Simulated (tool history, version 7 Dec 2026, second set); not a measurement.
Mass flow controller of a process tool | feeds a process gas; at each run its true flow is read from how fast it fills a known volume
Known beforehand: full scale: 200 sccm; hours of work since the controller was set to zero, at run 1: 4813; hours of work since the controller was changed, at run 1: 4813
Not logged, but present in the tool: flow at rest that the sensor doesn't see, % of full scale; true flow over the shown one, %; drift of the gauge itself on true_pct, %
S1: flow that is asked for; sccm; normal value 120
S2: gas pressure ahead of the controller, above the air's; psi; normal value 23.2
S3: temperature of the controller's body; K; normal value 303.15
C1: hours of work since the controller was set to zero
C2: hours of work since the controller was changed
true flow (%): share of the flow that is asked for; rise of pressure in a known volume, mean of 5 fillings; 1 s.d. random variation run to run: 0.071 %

{"run": 1, "hour": 0.0, "S1": 120, "S2": 23.2, "S3": 303.15, "C1": 4813, "C2": 4813, "true flow (%)": 101.23}
{"run": 2, "hour": 320.3, "S1": 120, "S2": 23.2, "S3": 303.15, "C1": 5059, "C2": 5059, "true flow (%)": 101.19}
{"run": 3, "hour": 538.0, "S1": 55, "S2": 23.2, "S3": 303.15, "C1": 5227, "C2": 5227, "true flow (%)": 101.85}
{"run": 4, "hour": 747.1, "S1": 55, "S2": 40.3, "S3": 303.15, "C1": 5388, "C2": 5388, "true flow (%)": 101.19}
{"run": 5, "hour": 1015.2, "S1": 120, "S2": 23.2, "S3": 297.15, "C1": 5594, "C2": 5594, "true flow (%)": 101.83}
{"run": 6, "hour": 1319.2, "S1": 47, "S2": 23.2, "S3": 303.15, "C1": 5828, "C2": 5828, "true flow (%)": 102.33}
{"run": 7, "hour": 1659.3, "S1": 47, "S2": 23.2, "S3": 303.15, "C1": 6090, "C2": 6090, "true flow (%)": 102.54}
{"run": 8, "hour": 1914.3, "S1": 47, "S2": 23.2, "S3": 303.15, "C1": 6286, "C2": 6286, "true flow (%)": 102.58}
{"hour": 2173.3, "done": "controller exchanged for a calibrated one"}
{"run": 9, "hour": 2246.6, "S1": 47, "S2": 23.2, "S3": 303.15, "C1": 56, "C2": 56, "true flow (%)": 99.65}
{"run": 10, "hour": 2552.4, "S1": 120, "S2": 23.2, "S3": 303.15, "C1": 292, "C2": 292, "true flow (%)": 99.85}
{"run": 11, "hour": 2855.1, "S1": 120, "S2": 23.2, "S3": 303.15, "C1": 525, "C2": 525, "true flow (%)": 99.93}
{"run": 12, "hour": 3094.1, "S1": 120, "S2": 23.2, "S3": 303.15, "C1": 709, "C2": 709, "true flow (%)": 100.19}
{"run": 13, "hour": 3290.5, "S1": 120, "S2": 23.2, "S3": 303.15, "C1": 860, "C2": 860, "true flow (%)": 100.14}
{"run": 14, "hour": 3617.1, "S1": 120, "S2": 23.2, "S3": 303.15, "C1": 1111, "C2": 1111, "true flow (%)": 100.3}
{"run": 15, "hour": 3961.6, "S1": 120, "S2": 23.2, "S3": 303.15, "C1": 1376, "C2": 1376, "true flow (%)": 100.4}
{"run": 16, "hour": 4265.6, "S1": 120, "S2": 23.2, "S3": 303.15, "C1": 1610, "C2": 1610, "true flow (%)": 100.33}
{"run": 17, "hour": 4546.6, "S1": 94, "S2": 30.2, "S3": 306.15, "C1": 1826, "C2": 1826, "true flow (%)": 99.87}
{"run": 18, "hour": 4804.0, "S1": 94, "S2": 30.2, "S3": 306.15, "C1": 2025, "C2": 2025, "true flow (%)": 100.04}
{"run": 19, "hour": 5097.3, "S1": 94, "S2": 30.2, "S3": 306.15, "C1": 2250, "C2": 2250, "true flow (%)": 100.09}
{"hour": 5119.9, "done": "controller's zero set anew"}
{"run": 20, "hour": 5334.0, "S1": 103, "S2": 33.8, "S3": 294.15, "C1": 165, "C2": 2432, "true flow (%)": 100.94}
{"run": 21, "hour": 5507.8, "S1": 120, "S2": 22.2, "S3": 294.15, "C1": 298, "C2": 2566, "true flow (%)": 101.45}
{"run": 22, "hour": 5670.4, "S1": 99, "S2": 23.2, "S3": 303.15, "C1": 424, "C2": 2691, "true flow (%)": 101.03}
{"run": 23, "hour": 5821.7, "S1": 99, "S2": 28.3, "S3": 303.15, "C1": 540, "C2": 2807, "true flow (%)": 100.8}
{"run": 24, "hour": 5972.7, "S1": 114, "S2": 23.5, "S3": 306.15, "C1": 656, "C2": 2924, "true flow (%)": 100.71}
{"run": 25, "hour": 6245.2, "S1": 114, "S2": 23.5, "S3": 306.15, "C1": 866, "C2": 3133, "true flow (%)": 100.87}
{"run": 26, "hour": 6467.9, "S1": 65, "S2": 23.2, "S3": 295.15, "C1": 1037, "C2": 3305, "true flow (%)": 101.97}
{"hour": 6723.0, "done": "controller's zero set anew, once more"}
{"run": 27, "hour": 6770.1, "S1": 65, "S2": 23.2, "S3": 295.15, "C1": 36, "C2": 3537, "true flow (%)": 101.05}
{"run": 28, "hour": 7120.2, "S1": 85, "S2": 40.2, "S3": 312.15, "C1": 306, "C2": 3806, "true flow (%)": 99.33}
{"run": 29, "hour": 7463.2, "S1": 72, "S2": 28.4, "S3": 308.15, "C1": 570, "C2": 4070, "true flow (%)": 100.32}
{"run": 30, "hour": 7691.1, "S1": 52, "S2": 23.6, "S3": 296.15, "C1": 745, "C2": 4246, "true flow (%)": 101.14}
{"run": 31, "hour": 8029.4, "S1": 52, "S2": 23.6, "S3": 296.15, "C1": 1005, "C2": 4506, "true flow (%)": 101.35}
{"run": 32, "hour": 8242.6, "S1": 52, "S2": 35.5, "S3": 293.15, "C1": 1169, "C2": 4670, "true flow (%)": 101.23}

How would selected steps in true flow (%) from run to run divide? Give the signed amount a tool lacking its hidden state would still show from settings, what came in and random variation, and the signed amount left for the hidden state, including any gauge scatter that is not in both of the compared results.
Run 5 -> 6: S1 120 -> 47, S3 297.15 -> 303.15. true flow (%) +0.5: hidden state +1.05, all else -0.55.
Run 8 -> 9: controller exchanged for a calibrated one. true flow (%) -2.93: hidden state -2.77, all else -0.16.
Run 25 -> 26: S1 114 -> 65, S2 23.5 -> 23.2, S3 306.15 -> 295.15. true flow (%) +1.1: hidden state +0.48, all else +0.62.
Run 26 -> 27: controller's zero set anew, once more. true flow (%) -0.92: hidden state -0.91, all else -0.01.
Run 27 -> 28: S1 65 -> 85, S2 23.2 -> 40.2, S3 295.15 -> 312.15. true flow (%) -1.72: hidden state +0.09, all else -1.81.

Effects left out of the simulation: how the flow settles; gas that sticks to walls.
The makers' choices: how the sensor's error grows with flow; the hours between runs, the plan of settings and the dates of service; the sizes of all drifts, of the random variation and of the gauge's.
